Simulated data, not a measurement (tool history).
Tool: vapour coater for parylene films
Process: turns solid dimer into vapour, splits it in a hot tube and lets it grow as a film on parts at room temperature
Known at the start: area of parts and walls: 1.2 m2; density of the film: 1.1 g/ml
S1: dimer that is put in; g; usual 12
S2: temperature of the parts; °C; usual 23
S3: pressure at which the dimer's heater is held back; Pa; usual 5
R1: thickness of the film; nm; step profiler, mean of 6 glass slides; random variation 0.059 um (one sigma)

{"run": 1, "hour": 0.0, "S1": 12, "S2": 23, "S3": 5, "R1": 6250}
{"run": 2, "hour": 46.6, "S1": 16, "S2": 23, "S3": 5, "R1": 8060}
{"run": 3, "hour": 87.5, "S1": 16, "S2": 23, "S3": 5, "R1": 8050}
{"run": 4, "hour": 122.6, "S1": 16, "S2": 23, "S3": 4.86, "R1": 8010}
{"run": 5, "hour": 169.0, "S1": 16, "S2": 23, "S3": 4.86, "R1": 7900}
{"hour": 192.4, "done": "trap's valve overhauled"}
{"run": 6, "hour": 222.9, "S1": 13, "S2": 23, "S3": 5, "R1": 7240}
{"run": 7, "hour": 250.0, "S1": 13, "S2": 23, "S3": 5, "R1": 7280}
{"run": 8, "hour": 295.0, "S1": 12, "S2": 23, "S3": 2.7, "R1": 6760}
{"run": 9, "hour": 332.9, "S1": 12, "S2": 23, "S3": 2.7, "R1": 6590}
{"run": 10, "hour": 380.7, "S1": 12, "S2": 23, "S3": 2.7, "R1": 6450}
{"run": 11, "hour": 410.1, "S1": 12, "S2": 23, "S3": 2.7, "R1": 6440}
{"run": 12, "hour": 448.1, "S1": 12, "S2": 23, "S3": 5, "R1": 6090}
{"run": 13, "hour": 474.9, "S1": 12, "S2": 23, "S3": 5, "R1": 6010}
{"run": 14, "hour": 499.9, "S1": 12, "S2": 23, "S3": 10.04, "R1": 5760}
{"run": 15, "hour": 531.6, "S1": 12, "S2": 23, "S3": 6.24, "R1": 5830}
{"run": 16, "hour": 555.3, "S1": 12, "S2": 23, "S3": 6.24, "R1": 5650}
{"run": 17, "hour": 579.1, "S1": 11, "S2": 23, "S3": 5, "R1": 5340}
{"run": 18, "hour": 604.6, "S1": 12, "S2": 23, "S3": 6.72, "R1": 5660}
{"run": 19, "hour": 626.2, "S1": 12, "S2": 23, "S3": 5, "R1": 5630}
{"hour": 637.1, "done": "trap's valve overhauled"}
{"run": 20, "hour": 676.4, "S1": 12, "S2": 32, "S3": 5, "R1": 5300}
{"run": 21, "hour": 712.7, "S1": 12, "S2": 23, "S3": 5, "R1": 6460}
{"run": 22, "hour": 762.8, "S1": 12, "S2": 23, "S3": 5, "R1": 6460}
{"hour": 802.9, "done": "table's thermometer calibrated"}
{"run": 23, "hour": 809.6, "S1": 12, "S2": 23, "S3": 5, "R1": 6450}
{"run": 24, "hour": 857.8, "S1": 12, "S2": 23, "S3": 5, "R1": 6350}
{"run": 25, "hour": 885.6, "S1": 11, "S2": 24, "S3": 5, "R1": 5620}
{"run": 26, "hour": 920.2, "S1": 11, "S2": 30, "S3": 5, "R1": 4780}
{"run": 27, "hour": 960.2, "S1": 9, "S2": 29, "S3": 5, "R1": 4010}
{"run": 28, "hour": 1000.1, "S1": 9, "S2": 29, "S3": 5, "R1": 3910}
{"run": 29, "hour": 1023.8, "S1": 9, "S2": 29, "S3": 5, "R1": 3870}
{"run": 30, "hour": 1066.1, "S1": 11, "S2": 19, "S3": 4.18, "R1": 6040}
{"hour": 1083.8, "done": "trap's valve overhauled"}
{"run": 31, "hour": 1114.6, "S1": 8, "S2": 32, "S3": 2.79, "R1": 3760}
{"run": 32, "hour": 1157.5, "S1": 20, "S2": 18, "S3": 4.86, "R1": 12730}
{"run": 33, "hour": 1191.2, "S1": 15, "S2": 25, "S3": 3.42, "R1": 7980}
{"run": 34, "hour": 1227.5, "S1": 11, "S2": 23, "S3": 5, "R1": 5980}
{"run": 35, "hour": 1247.7, "S1": 11, "S2": 23, "S3": 5, "R1": 6040}
{"run": 36, "hour": 1285.6, "S1": 12, "S2": 32, "S3": 5, "R1": 5120}
{"run": 37, "hour": 1331.3, "S1": 12, "S2": 32, "S3": 5, "R1": 4940}
{"run": 38, "hour": 1381.3, "S1": 22, "S2": 23, "S3": 2.76, "R1": 11440}
{"run": 39, "hour": 1422.3, "S1": 12, "S2": 24, "S3": 3.12, "R1": 6160}
{"run": 40, "hour": 1470.0, "S1": 9, "S2": 26, "S3": 2.49, "R1": 4300}
{"run": 41, "hour": 1514.4, "S1": 18, "S2": 17, "S3": 3.67, "R1": 10310}
{"hour": 1528.9, "done": "trap's valve overhauled"}
{"run": 42, "hour": 1542.1, "S1": 12, "S2": 23, "S3": 3.04, "R1": 7020}
{"run": 43, "hour": 1568.1, "S1": 12, "S2": 23, "S3": 3.04, "R1": 6850}
{"run": 44, "hour": 1606.5, "S1": 11, "S2": 16, "S3": 3.81, "R1": 7220}
{"run": 45, "hour": 1649.7, "S1": 9, "S2": 23, "S3": 5, "R1": 4850}
{"run": 46, "hour": 1680.6, "S1": 15, "S2": 22, "S3": 6.33, "R1": 8120}

Forecast each of these 5 alternatives for the next run:
{"run": "A", "hour": 1701.1, "S1": 19, "S2": 21, "S3": 7.54, "R1": "?"}
{"run": "B", "hour": 1701.1, "S1": 12, "S2": 22, "S3": 6.33, "R1": "?"}
{"run": "C", "hour": 1701.1, "S1": 14, "S2": 17, "S3": 4.3, "R1": "?"}
{"run": "D", "hour": 1701.1, "S1": 15, "S2": 22, "S3": 5.11, "R1": "?"}
{"run": "E", "hour": 1701.1, "S1": 15, "S2": 19, "S3": 6.33, "R1": "?"}

run=A R1=10380
run=B R1=6410
run=C R1=8790
run=D R1=8160
run=E R1=8680
Without the tool's hidden state the same runs would have given:
run=A R1=11290
run=B R1=6980
run=C R1=9560
run=D R1=8880
run=E R1=9440

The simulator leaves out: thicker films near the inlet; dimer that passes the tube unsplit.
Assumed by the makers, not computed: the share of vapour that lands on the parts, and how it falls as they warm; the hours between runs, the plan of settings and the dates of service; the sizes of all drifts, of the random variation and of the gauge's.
